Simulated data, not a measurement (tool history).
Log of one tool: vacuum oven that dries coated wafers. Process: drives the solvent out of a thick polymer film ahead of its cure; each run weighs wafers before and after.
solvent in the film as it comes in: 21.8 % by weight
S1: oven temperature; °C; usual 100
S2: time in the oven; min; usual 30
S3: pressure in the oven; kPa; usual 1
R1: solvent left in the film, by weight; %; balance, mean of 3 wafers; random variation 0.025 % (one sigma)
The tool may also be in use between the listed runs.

{"run": 1, "day": 0.0, "S1": 100, "S2": 30, "S3": 1, "R1": 1.1}
{"run": 2, "day": 0.362, "S1": 100, "S2": 30, "S3": 1, "R1": 1.09}
{"run": 3, "day": 0.617, "S1": 100, "S2": 30, "S3": 1, "R1": 1.08}
{"run": 4, "day": 0.988, "S1": 100, "S2": 30, "S3": 1, "R1": 1.13}
{"run": 5, "day": 1.346, "S1": 100, "S2": 30, "S3": 1, "R1": 1.07}
{"run": 6, "day": 1.775, "S1": 100, "S2": 30, "S3": 1, "R1": 1.12}
{"run": 7, "day": 2.188, "S1": 100, "S2": 30, "S3": 1, "R1": 1.08}
{"run": 8, "day": 2.721, "S1": 100, "S2": 30, "S3": 1, "R1": 1.09}
{"run": 9, "day": 3.108, "S1": 100, "S2": 30, "S3": 1, "R1": 1.12}
{"run": 10, "day": 3.583, "S1": 100, "S2": 30, "S3": 1, "R1": 1.08}
{"run": 11, "day": 4.142, "S1": 109, "S2": 50, "S3": 1.52, "R1": 0.35}
{"run": 12, "day": 4.688, "S1": 103, "S2": 30, "S3": 3.75, "R1": 1.54}
{"run": 13, "day": 5.208, "S1": 106, "S2": 35, "S3": 0.76, "R1": 0.35}
{"run": 14, "day": 5.633, "S1": 100, "S2": 51, "S3": 1.39, "R1": 0.53}
{"run": 15, "day": 5.992, "S1": 94, "S2": 51, "S3": 1.13, "R1": 0.74}
{"run": 16, "day": 6.55, "S1": 87, "S2": 30, "S3": 1.58, "R1": 3.6}
{"run": 17, "day": 6.833, "S1": 88, "S2": 37, "S3": 0.84, "R1": 2.12}
{"run": 18, "day": 7.217, "S1": 88, "S2": 37, "S3": 0.84, "R1": 2.13}

5 ways to go on from here, each from the tool as it stands after run 18. What would each give?
{"run": "A", "day": 7.479, "S1": 90, "S2": 37, "S3": 0.84, "R1": "?"}
{"run": "B", "day": 7.479, "S1": 112, "S2": 23, "S3": 3.22, "R1": "?"}
{"run": "C", "day": 7.479, "S1": 96, "S2": 30, "S3": 1.8, "R1": "?"}
{"run": "D", "day": 7.479, "S1": 113, "S2": 22, "S3": 3.64, "R1": "?"}
{"run": "E", "day": 7.479, "S1": 111, "S2": 29, "S3": 2.63, "R1": "?"}

run=A R1=1.73
run=B R1=1.09
run=C R1=1.86
run=D R1=1.1
run=E R1=0.73
Without the tool's hidden state the same runs would have given:
run=A R1=1.69
run=B R1=1.07
run=C R1=1.82
run=D R1=1.09
run=E R1=0.71

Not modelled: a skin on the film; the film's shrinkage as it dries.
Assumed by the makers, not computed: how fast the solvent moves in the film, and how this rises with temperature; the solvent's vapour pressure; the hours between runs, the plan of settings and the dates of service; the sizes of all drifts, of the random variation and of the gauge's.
